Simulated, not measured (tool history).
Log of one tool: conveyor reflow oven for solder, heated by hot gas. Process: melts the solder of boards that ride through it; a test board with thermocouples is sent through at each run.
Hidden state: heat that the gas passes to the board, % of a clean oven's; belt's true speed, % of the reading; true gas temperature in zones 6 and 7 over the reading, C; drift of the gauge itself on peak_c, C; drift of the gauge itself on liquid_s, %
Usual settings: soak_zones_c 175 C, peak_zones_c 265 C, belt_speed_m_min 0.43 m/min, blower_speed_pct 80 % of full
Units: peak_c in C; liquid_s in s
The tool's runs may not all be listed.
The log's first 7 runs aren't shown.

run,hour,soak_zones_c,peak_zones_c,belt_speed_m_min,blower_speed_pct,hours of work since the flux was cleaned out,hours of work since the belt drive was overhauled,hours of work since the thermocouples were changed,peak_c,liquid_s
8,57.2,175,265,0.43,80,156,171,483,256.7,69.1
9,67.5,175,265,0.43,80,161,175,488,256.3,68.4
10,77.9,175,265,0.43,80,165,179,492,256.7,68.8
11,89.5,175,257,0.43,80,170,184,497,248.5,63.8
# hour 94.6: belt drive overhauled, speed set with a stopwatch
12,103.2,175,257,0.43,80,174,4,501,248.2,63.9
13,115.6,175,275,0.43,80,179,9,506,265.5,74
14,123.1,175,275,0.43,80,182,12,509,265.7,73.9
15,130.1,175,275,0.43,80,185,15,512,265.7,73.6
16,141.4,175,265,0.43,80,190,20,517,256.4,68.6
17,148.9,178,256,0.353,66,193,23,520,250.1,82
# hour 154.9: belt drive overhauled, speed set with a stopwatch, once more
18,162.8,178,256,0.353,66,197,3,524,249.4,81.5
19,168.3,188,256,0.43,61,199,6,526,247.3,67.4
20,175.8,175,265,0.477,54,203,9,529,249.8,55.7
21,186.4,160,265,0.43,80,207,13,534,254.5,62.2
22,194.7,160,265,0.43,80,210,17,537,254.1,62.6

The next listed run, before its measurement:
23,203.5,163,265,0.359,80,214,20,541,?,?

{"run 23": {"peak_c": 258.2, "liquid_s": 80.8}}
Without the tool's hidden state the same run would have given peak_c 259.6 C, liquid_s 81.8 s.
